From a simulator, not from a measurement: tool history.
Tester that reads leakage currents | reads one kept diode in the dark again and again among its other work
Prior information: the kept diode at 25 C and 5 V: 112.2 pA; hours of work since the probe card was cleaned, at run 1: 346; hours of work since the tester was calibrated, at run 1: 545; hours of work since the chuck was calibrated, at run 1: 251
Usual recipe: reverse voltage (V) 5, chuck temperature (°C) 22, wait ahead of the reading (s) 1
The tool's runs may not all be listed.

| run | hour | reverse voltage (V) | chuck temperature (°C) | wait ahead of the reading (s) | hours of work since the probe card was cleaned | hours of work since the tester was calibrated | hours of work since the chuck was calibrated | current that the tester gives (pA) |
|---|---|---|---|---|---|---|---|---|
| 1 | 0 | 5 | 22 | 1 | 346 | 545 | 251 | 89.96 |
| 2 | 40.3 | 5 | 22 | 1 | 369 | 568 | 274 | 89.65 |
| 3 | 83.5 | 5 | 22 | 1 | 394 | 593 | 299 | 89.39 |
| 4 | 134.5 | 5 | 22 | 1 | 423 | 622 | 329 | 90.03 |
| 5 | 180.5 | 5 | 22 | 1 | 449 | 649 | 355 | 89.6 |
| 6 | 217.5 | 5 | 38 | 1 | 471 | 670 | 376 | 291.83 |
| 7 | 265 | 5 | 38 | 1 | 498 | 697 | 403 | 293.32 |
| 8 | 317.3 | 5 | 31 | 1 | 528 | 727 | 433 | 177.13 |
| 9 | 362.9 | 5 | 31 | 1 | 554 | 753 | 460 | 177.06 |
| 10 | 406.5 | 5 | 31 | 1 | 579 | 778 | 485 | 176.59 |
| 11 | 450.9 | 16.96 | 31 | 1 | 605 | 804 | 510 | 261.85 |
| 12 | 491.4 | 5 | 22 | 1 | 628 | 827 | 533 | 90.18 |
| 13 | 528.7 | 5 | 22 | 1 | 649 | 849 | 555 | 89.75 |
| 14 | 575.7 | 5 | 22 | 1 | 676 | 876 | 582 | 90.25 |
| 15 | 626.7 | 5 | 22 | 1 | 705 | 905 | 611 | 90.19 |
| 16 | 671.7 | 5 | 22 | 1 | 731 | 931 | 637 | 89.67 |
| 17 | 696.8 | 5 | 22 | 1 | 746 | 945 | 651 | 89.51 |
| 18 | 726.5 | 5 | 22 | 1 | 763 | 962 | 668 | 90.01 |
| 19 | 749.3 | 5 | 22 | 1 | 776 | 975 | 681 | 90.33 |
| 20 | 796 | 7.59 | 22 | 1 | 803 | 1002 | 708 | 102.37 |
| 21 | 832 | 12.44 | 37 | 8.03 | 823 | 1023 | 729 | 363.29 |
| 22 | 860.5 | 1.22 | 49 | 0.42 | 840 | 1039 | 745 | 403.7 |
| 23 | 901.7 | 1.22 | 49 | 0.42 | 863 | 1063 | 769 | 403.64 |
| 24 | 933.6 | 6.27 | 27 | 1 | 882 | 1081 | 787 | 141.19 |
| 25 | 984.7 | 12.16 | 26 | 0.36 | 911 | 1110 | 816 | 165.13 |
| 26 | 1027.1 | 5.43 | 46 | 1.07 | 935 | 1135 | 841 | 521.96 |
| 27 | 1048.5 | 5.43 | 46 | 1.07 | 947 | 1147 | 853 | 523.46 |
| 28 | 1100.1 | 5.43 | 46 | 1.07 | 977 | 1177 | 883 | 521.34 |
| 29 | 1147.7 | 1.21 | 46 | 1.07 | 1004 | 1204 | 910 | 329.43 |
| 30 | 1194.7 | 1.05 | 22 | 0.63 | 1031 | 1231 | 937 | 55.06 |
| 31 | 1233.3 | 5.05 | 42 | 0.49 | 1054 | 1253 | 959 | 392.8 |
| 32 | 1272.7 | 18.43 | 42 | 0.49 | 1076 | 1276 | 982 | 583.9 |
| 33 | 1299.2 | 18.43 | 42 | 0.49 | 1091 | 1291 | 997 | 588.94 |
| 34 | 1350.1 | 5 | 44 | 0.63 | 1121 | 1320 | 1026 | 445.86 |
| 35 | 1401.4 | 4.54 | 47 | 0.63 | 1150 | 1349 | 1056 | 530.73 |
| 36 | 1434.7 | 1.35 | 22 | 1 | 1169 | 1369 | 1075 | 59.53 |
| 37 | 1457.1 | 1.35 | 22 | 1 | 1182 | 1381 | 1088 | 59.47 |
| 38 | 1485.3 | 2.89 | 25 | 6.58 | 1198 | 1398 | 1104 | 94.73 |
| 39 | 1511.1 | 1.02 | 39 | 1.97 | 1213 | 1412 | 1119 | 192.71 |

3 ways to go on from here, each from the tool as it stands after run 39. What would each give?
| A | 1561.1 | 3.83 | 30 | 1.97 | 1242 | 1441 | 1147 | ? |
| B | 1561.1 | 1.83 | 34 | 1.23 | 1242 | 1441 | 1147 | ? |
| C | 1561.1 | 1.02 | 39 | 0.45 | 1242 | 1441 | 1147 | ? |

| run | current that the tester gives (pA) |
|---|---|
| A | 151.15 |
| B | 161.43 |
| C | 193.57 |
The same runs, with their run-to-run variation unchanged, on a tool lacking any hidden condition would have given:
| run | current that the tester gives (pA) |
|---|---|
| A | 151.06 |
| B | 161.35 |
| C | 193.49 |

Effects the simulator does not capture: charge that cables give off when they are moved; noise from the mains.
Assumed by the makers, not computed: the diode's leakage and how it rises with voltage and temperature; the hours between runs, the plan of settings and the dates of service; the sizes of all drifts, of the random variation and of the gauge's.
